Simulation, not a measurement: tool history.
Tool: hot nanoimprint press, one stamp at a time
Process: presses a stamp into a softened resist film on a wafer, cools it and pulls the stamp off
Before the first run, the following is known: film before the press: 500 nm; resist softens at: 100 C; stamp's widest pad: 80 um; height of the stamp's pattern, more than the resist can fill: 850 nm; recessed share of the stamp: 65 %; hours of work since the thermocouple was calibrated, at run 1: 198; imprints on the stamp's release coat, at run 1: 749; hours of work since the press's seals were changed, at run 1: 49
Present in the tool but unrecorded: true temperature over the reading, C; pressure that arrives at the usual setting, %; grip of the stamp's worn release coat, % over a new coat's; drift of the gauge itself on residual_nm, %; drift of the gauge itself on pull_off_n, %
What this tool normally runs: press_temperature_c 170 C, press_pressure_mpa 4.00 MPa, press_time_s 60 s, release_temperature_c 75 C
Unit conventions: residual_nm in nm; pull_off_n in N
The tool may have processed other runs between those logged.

| run | hour | press_temperature_c | press_pressure_mpa | press_time_s | release_temperature_c | hours of work since the thermocouple was calibrated | imprints on the stamp's release coat | hours of work since the press's seals were changed | residual_nm | pull_off_n |
|---|---|---|---|---|---|---|---|---|---|---|
| 1 | 0.0 | 170 | 4.00 | 60 | 75 | 198 | 749 | 49 | 251.0 | 209 |
| 2 | 9.6 | 170 | 4.00 | 60 | 75 | 204 | 770 | 55 | 251.3 | 209 |
| 3 | 16.1 | 172 | 4.00 | 60 | 75 | 208 | 785 | 59 | 232.0 | 217 |
| 4 | 22.9 | 172 | 4.00 | 60 | 75 | 212 | 800 | 63 | 231.4 | 214 |
| 5 | 29.8 | 172 | 4.00 | 60 | 75 | 216 | 815 | 67 | 231.6 | 215 |
| 6 | 35.9 | 175 | 4.00 | 60 | 75 | 220 | 829 | 71 | 205.6 | 214 |
| 7 | 41.5 | 165 | 2.95 | 85 | 75 | 223 | 841 | 74 | 314.8 | 218 |
| 8 | 46.9 | 166 | 4.00 | 60 | 75 | 227 | 853 | 78 | 293.0 | 212 |
| 9 | 51.4 | 177 | 4.00 | 60 | 75 | 229 | 863 | 80 | 189.4 | 219 |
| 10 | 57.6 | 170 | 4.11 | 60 | 75 | 233 | 877 | 84 | 246.6 | 219 |
| 11 | 65.6 | 170 | 4.11 | 60 | 75 | 238 | 895 | 89 | 246.2 | 218 |
| 12 | 71.1 | 160 | 4.77 | 76 | 78 | 242 | 907 | 93 | 320.2 | 190 |

A few steps of residual_nm between consecutive runs. Split each: what settings, incoming material and random variation would produce without the hidden state, and what is left over for the hidden state, along with gauge scatter present in only one of the two compared results (measured, and without hidden state):
Run 6 -> 7: press_temperature_c 175 -> 165, press_pressure_mpa 4.00 -> 2.95, press_time_s 60 -> 85. residual_nm +109.2 nm: hidden state -2.8, all else +112.0.
Run 8 -> 9: press_temperature_c 166 -> 177. residual_nm -103.6 nm: hidden state +3.2, all else -106.8.

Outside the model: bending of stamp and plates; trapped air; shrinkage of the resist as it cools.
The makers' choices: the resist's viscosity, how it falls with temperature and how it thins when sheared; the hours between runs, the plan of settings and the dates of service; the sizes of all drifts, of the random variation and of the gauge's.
